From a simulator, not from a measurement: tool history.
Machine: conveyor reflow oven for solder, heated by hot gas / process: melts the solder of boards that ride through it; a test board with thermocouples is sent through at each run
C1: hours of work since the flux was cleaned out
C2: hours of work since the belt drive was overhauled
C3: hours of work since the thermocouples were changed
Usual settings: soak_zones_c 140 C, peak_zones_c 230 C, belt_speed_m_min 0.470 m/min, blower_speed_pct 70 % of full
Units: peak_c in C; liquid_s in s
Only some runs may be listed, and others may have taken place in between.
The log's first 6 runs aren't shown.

run 7 day=16.400 | soak_zones_c=140 peak_zones_c=230 belt_speed_m_min=0.470 blower_speed_pct=70 | C1=173 C2=202 C3=700 | peak_c=209.4 liquid_s=50.6
-- day=17.933 flux residue cleaned out of gas plates and filters
run 8 day=19.588 | soak_zones_c=140 peak_zones_c=230 belt_speed_m_min=0.470 blower_speed_pct=70 | C1=18 C2=233 C3=731 | peak_c=209.3 liquid_s=50.0
run 9 day=23.133 | soak_zones_c=140 peak_zones_c=230 belt_speed_m_min=0.470 blower_speed_pct=70 | C1=55 C2=271 C3=769 | peak_c=208.0 liquid_s=49.5
run 10 day=26.533 | soak_zones_c=140 peak_zones_c=230 belt_speed_m_min=0.470 blower_speed_pct=77 | C1=91 C2=307 C3=805 | peak_c=210.7 liquid_s=52.3
-- day=30.562 flux residue cleaned out of gas plates and filters, once more
run 11 day=30.562 | soak_zones_c=140 peak_zones_c=230 belt_speed_m_min=0.470 blower_speed_pct=60 | C1=0 C2=347 C3=845 | peak_c=206.0 liquid_s=46.1
run 12 day=33.762 | soak_zones_c=140 peak_zones_c=230 belt_speed_m_min=0.470 blower_speed_pct=60 | C1=34 C2=381 C3=879 | peak_c=205.7 liquid_s=45.8
run 13 day=36.283 | soak_zones_c=147 peak_zones_c=230 belt_speed_m_min=0.470 blower_speed_pct=70 | C1=61 C2=408 C3=906 | peak_c=210.9 liquid_s=55.2
run 14 day=38.183 | soak_zones_c=147 peak_zones_c=230 belt_speed_m_min=0.470 blower_speed_pct=70 | C1=81 C2=428 C3=926 | peak_c=210.7 liquid_s=55.0
run 15 day=40.183 | soak_zones_c=130 peak_zones_c=230 belt_speed_m_min=0.470 blower_speed_pct=70 | C1=102 C2=449 C3=947 | peak_c=206.6 liquid_s=44.8
run 16 day=43.842 | soak_zones_c=130 peak_zones_c=230 belt_speed_m_min=0.470 blower_speed_pct=70 | C1=140 C2=487 C3=985 | peak_c=206.7 liquid_s=44.8
run 17 day=45.783 | soak_zones_c=140 peak_zones_c=230 belt_speed_m_min=0.491 blower_speed_pct=63 | C1=161 C2=508 C3=1006 | peak_c=204.5 liquid_s=43.1
-- day=48.546 flux residue cleaned out of gas plates and filters
run 18 day=49.575 | soak_zones_c=126 peak_zones_c=227 belt_speed_m_min=0.391 blower_speed_pct=60 | C1=11 C2=546 C3=1044 | peak_c=206.2 liquid_s=53.1
run 19 day=53.283 | soak_zones_c=140 peak_zones_c=230 belt_speed_m_min=0.404 blower_speed_pct=64 | C1=50 C2=585 C3=1083 | peak_c=212.6 liquid_s=62.9
run 20 day=55.342 | soak_zones_c=140 peak_zones_c=222 belt_speed_m_min=0.546 blower_speed_pct=70 | C1=72 C2=607 C3=1105 | peak_c=197.0 liquid_s=30.3
run 21 day=58.500 | soak_zones_c=153 peak_zones_c=242 belt_speed_m_min=0.533 blower_speed_pct=74 | C1=105 C2=640 C3=1138 | peak_c=218.3 liquid_s=56.0
-- day=59.946 thermocouples of zones 6 and 7 changed
run 22 day=62.071 | soak_zones_c=144 peak_zones_c=244 belt_speed_m_min=0.492 blower_speed_pct=79 | C1=142 C2=677 C3=22 | peak_c=224.6 liquid_s=62.5
run 23 day=64.938 | soak_zones_c=152 peak_zones_c=239 belt_speed_m_min=0.487 blower_speed_pct=87 | C1=173 C2=707 C3=53 | peak_c=224.8 liquid_s=65.8
-- day=66.392 flux residue cleaned out of gas plates and filters
run 24 day=67.246 | soak_zones_c=152 peak_zones_c=239 belt_speed_m_min=0.487 blower_speed_pct=87 | C1=9 C2=730 C3=75 | peak_c=224.6 liquid_s=66.6
run 25 day=69.462 | soak_zones_c=137 peak_zones_c=224 belt_speed_m_min=0.551 blower_speed_pct=70 | C1=32 C2=753 C3=98 | peak_c=200.5 liquid_s=32.8
run 26 day=71.662 | soak_zones_c=138 peak_zones_c=240 belt_speed_m_min=0.479 blower_speed_pct=57 | C1=56 C2=776 C3=122 | peak_c=212.6 liquid_s=51.7
run 27 day=73.492 | soak_zones_c=137 peak_zones_c=239 belt_speed_m_min=0.558 blower_speed_pct=69 | C1=75 C2=796 C3=141 | peak_c=211.4 liquid_s=42.6
run 28 day=77.392 | soak_zones_c=134 peak_zones_c=219 belt_speed_m_min=0.388 blower_speed_pct=69 | C1=116 C2=837 C3=182 | peak_c=205.6 liquid_s=57.8
run 29 day=79.779 | soak_zones_c=134 peak_zones_c=219 belt_speed_m_min=0.388 blower_speed_pct=69 | C1=142 C2=862 C3=208 | peak_c=205.5 liquid_s=57.7

Expected results for the next run?
run 30 day=82.854 | soak_zones_c=131 peak_zones_c=233 belt_speed_m_min=0.384 blower_speed_pct=69 | C1=174 C2=895 C3=240 | peak_c=? liquid_s=?

Run 30 produced peak_c 217.4 C, liquid_s 69.7 s.
With no hidden state in the tool, this same run would have given peak_c 218.4 C, liquid_s 69.2 s.

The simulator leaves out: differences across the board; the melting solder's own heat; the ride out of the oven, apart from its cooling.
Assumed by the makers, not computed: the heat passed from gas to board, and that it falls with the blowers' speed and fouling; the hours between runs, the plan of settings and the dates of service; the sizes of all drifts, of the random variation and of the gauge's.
